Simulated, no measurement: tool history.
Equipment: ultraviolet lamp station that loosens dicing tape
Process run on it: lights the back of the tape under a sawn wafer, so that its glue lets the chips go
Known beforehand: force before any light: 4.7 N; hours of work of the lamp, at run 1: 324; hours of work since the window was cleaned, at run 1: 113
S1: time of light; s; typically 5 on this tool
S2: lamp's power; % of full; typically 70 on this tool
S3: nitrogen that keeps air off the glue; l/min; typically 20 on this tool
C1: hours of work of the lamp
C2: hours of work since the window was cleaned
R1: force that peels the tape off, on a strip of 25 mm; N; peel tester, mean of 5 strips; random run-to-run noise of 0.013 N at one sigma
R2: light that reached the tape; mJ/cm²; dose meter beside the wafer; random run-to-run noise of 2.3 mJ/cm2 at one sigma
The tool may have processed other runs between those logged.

run 1 hour=0 | S1=5 S2=70 S3=20 | C1=324 C2=113 | R1=0.819 R2=187
run 2 hour=9.7 | S1=5 S2=70 S3=20 | C1=329 C2=119 | R1=0.795 R2=190
run 3 hour=27.3 | S1=5 S2=70 S3=20 | C1=340 C2=130 | R1=0.844 R2=187
run 4 hour=41.4 | S1=9 S2=70 S3=20 | C1=349 C2=139 | R1=0.367 R2=336
run 5 hour=59 | S1=3 S2=70 S3=20 | C1=360 C2=150 | R1=1.539 R2=113
run 6 hour=76.6 | S1=3 S2=70 S3=20 | C1=370 C2=160 | R1=1.584 R2=108
run 7 hour=91 | S1=3 S2=70 S3=20 | C1=379 C2=169 | R1=1.622 R2=108
run 8 hour=109.2 | S1=3 S2=70 S3=20 | C1=390 C2=180 | R1=1.652 R2=106
run 9 hour=123.3 | S1=3 S2=70 S3=20 | C1=399 C2=189 | R1=1.617 R2=109
run 10 hour=136.5 | S1=5 S2=93 S3=20 | C1=407 C2=197 | R1=0.596 R2=236
run 11 hour=144.9 | S1=5 S2=93 S3=20 | C1=412 C2=202 | R1=0.564 R2=234
run 12 hour=155.4 | S1=5 S2=70 S3=17 | C1=419 C2=209 | R1=0.971 R2=173
run 13 hour=173.7 | S1=5 S2=70 S3=17 | C1=430 C2=220 | R1=1.011 R2=173
run 14 hour=183.7 | S1=5 S2=97 S3=20 | C1=436 C2=226 | R1=0.572 R2=239
run 15 hour=197.6 | S1=5 S2=70 S3=39 | C1=444 C2=234 | R1=0.678 R2=168
run 16 hour=209 | S1=5 S2=70 S3=39 | C1=451 C2=241 | R1=0.694 R2=170
run 17 hour=220.3 | S1=5 S2=70 S3=39 | C1=458 C2=248 | R1=0.722 R2=171
run 18 hour=229.6 | S1=5 S2=61 S3=39 | C1=464 C2=254 | R1=0.893 R2=143
run 19 hour=237.5 | S1=5 S2=61 S3=39 | C1=469 C2=259 | R1=0.861 R2=149
run 20 hour=255.2 | S1=2 S2=61 S3=39 | C1=480 C2=270 | R1=2.305 R2=57
run 21 hour=270.4 | S1=5 S2=70 S3=18 | C1=489 C2=279 | R1=1.058 R2=168
run 22 hour=279.9 | S1=5 S2=70 S3=25 | C1=495 C2=285 | R1=0.884 R2=164
run 23 hour=292.7 | S1=5 S2=70 S3=13 | C1=503 C2=292 | R1=1.202 R2=161
run 24 hour=304.9 | S1=6 S2=97 S3=14 | C1=510 C2=300 | R1=0.599 R2=272
run 25 hour=317.5 | S1=6 S2=97 S3=14 | C1=518 C2=308 | R1=0.59 R2=267
run 26 hour=328.7 | S1=5 S2=67 S3=14 | C1=525 C2=315 | R1=1.23 R2=158
run 27 hour=348 | S1=5 S2=67 S3=13 | C1=536 C2=326 | R1=1.333 R2=151
run 28 hour=367.2 | S1=5 S2=67 S3=13 | C1=548 C2=338 | R1=1.329 R2=150
run 29 hour=383.2 | S1=5 S2=67 S3=13 | C1=558 C2=348 | R1=1.36 R2=149
-- hour=385 window cleaned of glue's vapour
run 30 hour=392 | S1=5 S2=67 S3=13 | C1=563 C2=4 | R1=1.467 R2=139
run 31 hour=403.5 | S1=7 S2=70 S3=20 | C1=570 C2=11 | R1=0.767 R2=205
-- hour=412.7 window cleaned of glue's vapour, once more
run 32 hour=418.1 | S1=5 S2=70 S3=20 | C1=579 C2=3 | R1=0.952 R2=168
run 33 hour=428.9 | S1=5 S2=98 S3=20 | C1=585 C2=10 | R1=0.586 R2=232
run 34 hour=446 | S1=5 S2=64 S3=18 | C1=596 C2=20 | R1=1.201 R2=148
run 35 hour=457.5 | S1=5 S2=65 S3=18 | C1=603 C2=27 | R1=1.159 R2=155
run 36 hour=472.5 | S1=6 S2=87 S3=15 | C1=612 C2=37 | R1=0.676 R2=243
run 37 hour=483.4 | S1=6 S2=87 S3=15 | C1=619 C2=43 | R1=0.702 R2=241
run 38 hour=494.2 | S1=5 S2=66 S3=11 | C1=625 C2=50 | R1=1.428 R2=149
run 39 hour=507.8 | S1=4 S2=70 S3=20 | C1=634 C2=58 | R1=1.378 R2=123
run 40 hour=519.5 | S1=4 S2=70 S3=20 | C1=641 C2=65 | R1=1.422 R2=124

For run 41, what comes out?
run 41 hour=534.2 | S1=3 S2=65 S3=22 | C1=650 C2=74 | R1=? R2=?

R1: 1.869 N
R2: 88 mJ/cm²
Without the tool's hidden state the same run would have given R1 1.239 N, R2 132 mJ/cm².
